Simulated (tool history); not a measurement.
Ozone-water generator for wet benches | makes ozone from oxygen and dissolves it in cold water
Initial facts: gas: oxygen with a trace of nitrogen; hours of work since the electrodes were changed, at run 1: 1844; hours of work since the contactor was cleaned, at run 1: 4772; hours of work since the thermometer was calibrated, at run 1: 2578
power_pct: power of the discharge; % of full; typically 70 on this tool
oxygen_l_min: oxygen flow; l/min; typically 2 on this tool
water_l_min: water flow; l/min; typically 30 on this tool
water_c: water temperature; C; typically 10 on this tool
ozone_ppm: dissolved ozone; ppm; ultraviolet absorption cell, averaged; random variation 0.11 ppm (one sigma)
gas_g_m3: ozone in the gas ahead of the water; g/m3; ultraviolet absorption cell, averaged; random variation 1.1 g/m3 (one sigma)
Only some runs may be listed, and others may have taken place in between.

| run | hour | power_pct | oxygen_l_min | water_l_min | water_c | hours of work since the electrodes were changed | hours of work since the contactor was cleaned | hours of work since the thermometer was calibrated | ozone_ppm | gas_g_m3 |
|---|---|---|---|---|---|---|---|---|---|---|
| 1 | 0 | 70 | 2 | 30 | 10 | 1844 | 4772 | 2578 | 7.5 | 175.5 |
| 2 | 63.4 | 70 | 2 | 30 | 10 | 1889 | 4817 | 2623 | 7.4 | 175.4 |
| 3 | 152.1 | 70 | 2 | 30 | 10 | 1951 | 4880 | 2685 | 7.5 | 174.4 |
| 4 | 245 | 70 | 2 | 30 | 10 | 2017 | 4945 | 2751 | 7.5 | 173.4 |
| 5 | 339.3 | 70 | 2 | 30 | 10 | 2083 | 5012 | 2818 | 7.6 | 175 |
| 6 | 410.3 | 70 | 2 | 30 | 10 | 2134 | 5062 | 2868 | 7.5 | 174.1 |
| 7 | 564.7 | 70 | 2 | 30 | 10 | 2243 | 5171 | 2977 | 7.6 | 173.4 |
| 8 | 652.2 | 43 | 2 | 30 | 10 | 2304 | 5233 | 3039 | 5 | 116.4 |
| 9 | 781.2 | 43 | 2 | 30 | 10 | 2395 | 5324 | 3130 | 4.9 | 116.9 |
| 10 | 848.5 | 43 | 2 | 30 | 10 | 2443 | 5371 | 3177 | 4.9 | 115.5 |
| 11 | 994.3 | 43 | 2 | 30 | 10 | 2546 | 5474 | 3280 | 5.1 | 114.7 |
| 12 | 1102.3 | 43 | 2 | 30 | 10 | 2622 | 5551 | 3356 | 4.8 | 115.7 |
| 13 | 1254.6 | 43 | 2 | 30 | 10 | 2730 | 5658 | 3464 | 4.7 | 116 |
| 14 | 1322.4 | 93 | 2 | 30 | 10 | 2778 | 5706 | 3512 | 9.2 | 215.5 |
| 15 | 1470 | 93 | 2 | 30 | 10 | 2882 | 5810 | 3616 | 9.3 | 214.4 |
| 16 | 1536.5 | 57 | 2 | 30 | 10 | 2929 | 5857 | 3663 | 6.2 | 143.2 |
| 17 | 1670.1 | 57 | 2 | 30 | 7 | 3023 | 5951 | 3757 | 6.3 | 143.7 |
| 18 | 1801.4 | 67 | 2.72 | 39 | 10 | 3116 | 6044 | 3850 | 5.6 | 135.3 |
| 19 | 1888.9 | 70 | 2 | 25 | 10 | 3178 | 6106 | 3912 | 8.8 | 167.4 |
| 20 | 2027.2 | 70 | 2 | 37 | 10 | 3275 | 6204 | 4010 | 5.7 | 167.8 |
| 21 | 2174.2 | 70 | 2 | 42 | 13 | 3379 | 6307 | 4113 | 4.9 | 168.1 |
| 22 | 2261.6 | 70 | 2 | 42 | 13 | 3441 | 6369 | 4175 | 4.8 | 165.7 |
| 23 | 2379 | 90 | 2 | 42 | 14 | 3524 | 6452 | 4258 | 5.9 | 204.7 |
| 24 | 2520.2 | 99 | 2.39 | 42 | 10 | 3623 | 6552 | 4358 | 6.7 | 195.2 |
|  | 2594.9 | water thermometer calibrated |
| 25 | 2594.9 | 99 | 2.39 | 42 | 10 | 3676 | 6604 | 0 | 6.6 | 193.4 |
| 26 | 2712.5 | 99 | 2.39 | 42 | 10 | 3759 | 6687 | 83 | 6.7 | 195.9 |
|  | 2834.6 | contactor cleaned |
| 27 | 2858 | 63 | 2.39 | 33 | 16 | 3859 | 16 | 183 | 6.1 | 136.1 |
| 28 | 2922.6 | 63 | 2.39 | 33 | 16 | 3904 | 62 | 229 | 6.2 | 134.6 |
| 29 | 3037.6 | 63 | 2.39 | 33 | 16 | 3986 | 143 | 310 | 6.2 | 135.8 |
| 30 | 3177.8 | 70 | 2 | 30 | 7 | 4085 | 242 | 409 | 7.1 | 163 |
| 31 | 3278.5 | 46 | 1.26 | 39 | 10 | 4156 | 313 | 480 | 3.5 | 156.5 |
| 32 | 3405.1 | 51 | 1.26 | 32 | 10 | 4245 | 403 | 569 | 4.8 | 171.5 |
| 33 | 3476.7 | 51 | 1.26 | 32 | 10 | 4296 | 453 | 620 | 4.5 | 169 |
| 34 | 3631 | 70 | 2 | 26 | 6 | 4405 | 562 | 729 | 8.6 | 162.2 |

How the hidden state differs across the entries between the runs, from the last listed run before each to the first after it:
Between runs 24 and 25: water thermometer calibrated (hour 2594.9)
  yield of the discharge, % of new electrodes': 88.9 -> 88.7; contactor's efficiency, % of a clean one's: 91.7 -> 91.6; true water temperature over the reading, C: 0.28 -> -0.08
  the result without the hidden state subtracted from the measured one, ozone_ppm: -1.5 -> -1.5 ppm; gas_g_m3: -32 -> -32.4 g/m3
Between runs 26 and 27: contactor cleaned (hour 2834.6)
  yield of the discharge, % of new electrodes': 88.5 -> 88.2; contactor's efficiency, % of a clean one's: 91.5 -> 99.2; true water temperature over the reading, C: -0.08 -> -0.07
  the result without the hidden state subtracted from the measured one, ozone_ppm: -1.6 -> -0.7 ppm; gas_g_m3: -33.4 -> -16.6 g/m3
